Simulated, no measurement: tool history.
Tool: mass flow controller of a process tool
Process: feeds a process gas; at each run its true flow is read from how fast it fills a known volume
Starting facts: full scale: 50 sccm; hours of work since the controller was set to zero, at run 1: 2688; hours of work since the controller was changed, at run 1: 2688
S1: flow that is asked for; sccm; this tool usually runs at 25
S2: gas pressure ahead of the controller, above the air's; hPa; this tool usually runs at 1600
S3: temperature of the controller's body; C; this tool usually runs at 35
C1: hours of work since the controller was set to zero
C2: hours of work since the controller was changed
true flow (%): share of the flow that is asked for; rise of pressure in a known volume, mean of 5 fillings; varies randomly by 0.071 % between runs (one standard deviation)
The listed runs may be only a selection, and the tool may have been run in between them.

Run 1, day 0: usual settings; C1 2688; C2 2688. Result: true flow (%) 101.67.
Run 2, day 3.554: usual settings; C1 2726; C2 2726. Result: true flow (%) 101.62.
Run 3, day 10.108: usual settings; C1 2795; C2 2795. Result: true flow (%) 101.67.
Run 4, day 16.733: usual settings; C1 2865; C2 2865. Result: true flow (%) 101.65.
Run 5, day 20.867: usual settings; C1 2909; C2 2909. Result: true flow (%) 101.58.
Run 6, day 24.3: usual settings but S2 1840 hPa; C1 2945; C2 2945. Result: true flow (%) 101.73.
Run 7, day 28.083: usual settings but S2 1840 hPa; C1 2985; C2 2985. Result: true flow (%) 101.8.
Run 8, day 32.279: usual settings but S1 21 sccm, S2 1470 hPa, S3 29 C; C1 3029; C2 3029. Result: true flow (%) 101.33.
Run 9, day 38.1: usual settings but S1 8 sccm, S2 1560 hPa, S3 38 C; C1 3091; C2 3091. Result: true flow (%) 100.36.
At day 38.425: controller's zero set anew.
Run 10, day 44.142: usual settings but S2 1760 hPa, S3 33 C; C1 60; C2 3154. Result: true flow (%) 101.6.

For run 11, what comes out?
Run 11, day 48.379: usual settings but S3 28 C; C1 105; C2 3199. Result: true flow (%) ?.

For run 11 the tool returned true flow (%) 101.45.
With the hidden condition absent and the run-to-run variation left alone, this run would have shown true flow (%) 99.16.
